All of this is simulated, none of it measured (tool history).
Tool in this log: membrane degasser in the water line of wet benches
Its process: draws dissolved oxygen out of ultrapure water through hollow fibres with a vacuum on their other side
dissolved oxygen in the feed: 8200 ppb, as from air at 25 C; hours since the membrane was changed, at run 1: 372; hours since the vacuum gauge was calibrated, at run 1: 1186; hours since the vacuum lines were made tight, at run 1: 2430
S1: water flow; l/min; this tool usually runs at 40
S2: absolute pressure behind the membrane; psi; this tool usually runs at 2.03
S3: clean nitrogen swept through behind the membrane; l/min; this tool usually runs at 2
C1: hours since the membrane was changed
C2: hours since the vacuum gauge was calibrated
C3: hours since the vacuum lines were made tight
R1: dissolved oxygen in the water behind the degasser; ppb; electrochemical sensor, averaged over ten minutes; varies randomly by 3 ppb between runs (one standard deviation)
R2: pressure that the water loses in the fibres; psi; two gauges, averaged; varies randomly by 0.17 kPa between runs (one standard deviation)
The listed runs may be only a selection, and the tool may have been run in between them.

run   hour  S1    S2    S3    C1    C2    C3     R1     R2
  1      0  40  2.03     2   372  1186  2430  478.1   3.91
  2   35.6  40  2.03     2   407  1222  2466  482.4  3.926
  3   70.4  40  3.22     2   442  1257  2501  794.3   3.92
  4   99.1  40  2.03     2   471  1285  2529  483.1   3.88
  5  142.2  40   3.1     2   514  1329  2573  764.5  3.936
  6  173.5  40  2.03     2   545  1360  2604  479.7  3.941
  7  194.5  40  2.03     2   566  1381  2625  480.3  3.891
  8  222.7  40  2.03     2   594  1409  2653  480.8  3.906
  9  258.2  40  2.03     2   630  1445  2689  481.8  3.915
 10  291.8  40  2.03     2   664  1478  2722  485.6  3.896
 11  333.4  26  2.03     2   705  1520  2764  316.7  2.535
 12  359.1  26  2.03     2   731  1545  2789  320.4  2.522
 13  385.8  26  2.03     2   758  1572  2816  322.3  2.582
 14  424.6  40  2.03     2   796  1611  2855  481.4  3.939
 15  463.8  40  2.03     2   835  1650  2894    477  3.936
 16  504.6  52  2.03     2   876  1691  2935    634  5.043
 17  547.6  40  2.03  1.83   919  1734  2978  520.1  3.932
 18  588.2  28  2.03  1.83   960  1775  3019  372.8   2.76
 19  634.9  37  1.52  1.83  1007  1821  3065    335   3.62
 20  671.7  28  1.52  5.89  1043  1858  3102   86.9  2.793
 21  715.3  28  1.52  5.89  1087  1902  3146     88  2.741
 22  756.4  28  1.52  3.35  1128  1943  3187  150.9   2.74

Estimate the outcome of run 23 from the log above:
 23  792.8  40  3.29  2.65  1164  1979  3223   ?   ?

R1: 648.8 ppb
R2: 3.883 psi
If the tool had no hidden condition, the same run with the same run-to-run variation would have returned R1 642.1 ppb, R2 3.848 psi.

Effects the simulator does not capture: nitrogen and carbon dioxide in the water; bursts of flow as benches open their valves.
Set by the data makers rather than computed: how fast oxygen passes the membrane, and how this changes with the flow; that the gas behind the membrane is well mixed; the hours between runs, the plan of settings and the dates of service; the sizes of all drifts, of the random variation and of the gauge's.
